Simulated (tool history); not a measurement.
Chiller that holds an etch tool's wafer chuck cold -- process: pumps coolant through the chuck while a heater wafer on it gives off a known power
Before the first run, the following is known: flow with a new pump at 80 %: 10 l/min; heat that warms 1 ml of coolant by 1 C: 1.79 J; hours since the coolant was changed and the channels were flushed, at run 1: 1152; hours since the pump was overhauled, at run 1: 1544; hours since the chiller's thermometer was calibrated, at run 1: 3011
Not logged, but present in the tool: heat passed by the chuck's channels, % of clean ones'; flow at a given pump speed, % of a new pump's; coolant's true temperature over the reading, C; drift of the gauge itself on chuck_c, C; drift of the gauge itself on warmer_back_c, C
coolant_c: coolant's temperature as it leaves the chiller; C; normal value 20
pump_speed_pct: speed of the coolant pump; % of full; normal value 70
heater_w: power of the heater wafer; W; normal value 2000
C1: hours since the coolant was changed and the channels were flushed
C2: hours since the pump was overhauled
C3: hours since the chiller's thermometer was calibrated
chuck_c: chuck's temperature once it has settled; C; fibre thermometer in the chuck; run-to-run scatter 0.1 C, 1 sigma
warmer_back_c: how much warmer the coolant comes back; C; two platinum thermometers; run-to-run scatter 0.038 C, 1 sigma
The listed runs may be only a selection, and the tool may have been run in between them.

run 1 hour=0.0 | coolant_c=20 pump_speed_pct=70 heater_w=2000 | C1=1152 C2=1544 C3=3011 | chuck_c=38.4 warmer_back_c=7.73
run 2 hour=72.1 | coolant_c=20 pump_speed_pct=70 heater_w=2000 | C1=1224 C2=1616 C3=3083 | chuck_c=38.5 warmer_back_c=7.67
run 3 hour=149.7 | coolant_c=20 pump_speed_pct=70 heater_w=2000 | C1=1301 C2=1694 C3=3160 | chuck_c=38.8 warmer_back_c=7.77
run 4 hour=211.4 | coolant_c=20 pump_speed_pct=70 heater_w=2000 | C1=1363 C2=1756 C3=3222 | chuck_c=38.4 warmer_back_c=7.74
run 5 hour=286.2 | coolant_c=20 pump_speed_pct=70 heater_w=2000 | C1=1438 C2=1831 C3=3297 | chuck_c=38.7 warmer_back_c=7.76
run 6 hour=337.0 | coolant_c=20 pump_speed_pct=70 heater_w=2000 | C1=1489 C2=1881 C3=3348 | chuck_c=38.4 warmer_back_c=7.63
run 7 hour=432.5 | coolant_c=20 pump_speed_pct=70 heater_w=2000 | C1=1584 C2=1977 C3=3443 | chuck_c=38.4 warmer_back_c=7.69
run 8 hour=500.9 | coolant_c=20 pump_speed_pct=70 heater_w=2000 | C1=1653 C2=2045 C3=3512 | chuck_c=38.5 warmer_back_c=7.72
run 9 hour=553.6 | coolant_c=20 pump_speed_pct=70 heater_w=2000 | C1=1705 C2=2098 C3=3564 | chuck_c=38.5 warmer_back_c=7.65
run 10 hour=636.9 | coolant_c=20 pump_speed_pct=70 heater_w=2000 | C1=1789 C2=2181 C3=3648 | chuck_c=38.6 warmer_back_c=7.76
run 11 hour=702.9 | coolant_c=20 pump_speed_pct=70 heater_w=2000 | C1=1855 C2=2247 C3=3714 | chuck_c=38.7 warmer_back_c=7.71
run 12 hour=757.5 | coolant_c=20 pump_speed_pct=70 heater_w=2000 | C1=1909 C2=2302 C3=3768 | chuck_c=38.6 warmer_back_c=7.73
run 13 hour=805.6 | coolant_c=20 pump_speed_pct=70 heater_w=2000 | C1=1957 C2=2350 C3=3816 | chuck_c=38.7 warmer_back_c=7.66
-- hour=818.5 chiller's thermometer calibrated
run 14 hour=877.2 | coolant_c=20 pump_speed_pct=70 heater_w=2000 | C1=2028 C2=2421 C3=59 | chuck_c=38.4 warmer_back_c=7.75
run 15 hour=925.8 | coolant_c=20 pump_speed_pct=63 heater_w=2000 | C1=2077 C2=2469 C3=107 | chuck_c=40.5 warmer_back_c=8.62
run 16 hour=1008.7 | coolant_c=20 pump_speed_pct=70 heater_w=2000 | C1=2159 C2=2552 C3=190 | chuck_c=38.7 warmer_back_c=7.69
run 17 hour=1062.6 | coolant_c=20 pump_speed_pct=95 heater_w=2000 | C1=2213 C2=2606 C3=244 | chuck_c=34.3 warmer_back_c=5.65
run 18 hour=1118.1 | coolant_c=20 pump_speed_pct=95 heater_w=2226 | C1=2269 C2=2661 C3=300 | chuck_c=36.1 warmer_back_c=6.26
run 19 hour=1192.4 | coolant_c=13 pump_speed_pct=65 heater_w=2000 | C1=2343 C2=2736 C3=374 | chuck_c=32.7 warmer_back_c=8.25
run 20 hour=1293.1 | coolant_c=20 pump_speed_pct=93 heater_w=2958 | C1=2444 C2=2836 C3=475 | chuck_c=41.5 warmer_back_c=8.38
run 21 hour=1382.5 | coolant_c=20 pump_speed_pct=93 heater_w=2958 | C1=2533 C2=2926 C3=564 | chuck_c=41.7 warmer_back_c=8.49
run 22 hour=1460.4 | coolant_c=20 pump_speed_pct=93 heater_w=2958 | C1=2611 C2=3004 C3=642 | chuck_c=41.3 warmer_back_c=8.41
run 23 hour=1541.1 | coolant_c=20 pump_speed_pct=81 heater_w=2958 | C1=2692 C2=3084 C3=723 | chuck_c=44.2 warmer_back_c=9.84
run 24 hour=1584.6 | coolant_c=22 pump_speed_pct=81 heater_w=2958 | C1=2735 C2=3128 C3=766 | chuck_c=46.2 warmer_back_c=9.75
run 25 hour=1638.8 | coolant_c=18 pump_speed_pct=93 heater_w=2089 | C1=2790 C2=3182 C3=820 | chuck_c=33.0 warmer_back_c=5.93
-- hour=1664.8 coolant changed, channels flushed
run 26 hour=1724.8 | coolant_c=18 pump_speed_pct=93 heater_w=2089 | C1=60 C2=3262 C3=900 | chuck_c=33.2 warmer_back_c=5.91
run 27 hour=1799.0 | coolant_c=28 pump_speed_pct=86 heater_w=2870 | C1=134 C2=3336 C3=975 | chuck_c=50.2 warmer_back_c=8.87
run 28 hour=1852.6 | coolant_c=28 pump_speed_pct=73 heater_w=2870 | C1=188 C2=3390 C3=1028 | chuck_c=53.5 warmer_back_c=10.51
run 29 hour=1948.1 | coolant_c=28 pump_speed_pct=73 heater_w=2870 | C1=283 C2=3485 C3=1124 | chuck_c=53.7 warmer_back_c=10.59
run 30 hour=2030.9 | coolant_c=28 pump_speed_pct=73 heater_w=1453 | C1=366 C2=3568 C3=1206 | chuck_c=41.0 warmer_back_c=5.32
run 31 hour=2114.6 | coolant_c=23 pump_speed_pct=84 heater_w=1453 | C1=450 C2=3652 C3=1290 | chuck_c=34.7 warmer_back_c=4.66
run 32 hour=2175.3 | coolant_c=23 pump_speed_pct=84 heater_w=1453 | C1=511 C2=3713 C3=1351 | chuck_c=34.5 warmer_back_c=4.62
run 33 hour=2230.5 | coolant_c=24 pump_speed_pct=65 heater_w=1453 | C1=566 C2=3768 C3=1406 | chuck_c=38.4 warmer_back_c=6.05

Forecast each of these 3 alternatives for the next run:
run A hour=2279.3 | coolant_c=29 pump_speed_pct=84 heater_w=1145 | C1=614 C2=3817 C3=1455 | chuck_c=? warmer_back_c=?
run B hour=2279.3 | coolant_c=25 pump_speed_pct=89 heater_w=1988 | C1=614 C2=3817 C3=1455 | chuck_c=? warmer_back_c=?
run C hour=2279.3 | coolant_c=25 pump_speed_pct=86 heater_w=2791 | C1=614 C2=3817 C3=1455 | chuck_c=? warmer_back_c=?

run=A chuck_c=38.1 warmer_back_c=3.59
run=B chuck_c=40.0 warmer_back_c=5.98
run=C chuck_c=46.8 warmer_back_c=8.71
Had the tool no hidden state, the same runs would have come out as:
run=A chuck_c=38.1 warmer_back_c=3.58
run=B chuck_c=40.0 warmer_back_c=5.97
run=C chuck_c=46.7 warmer_back_c=8.70
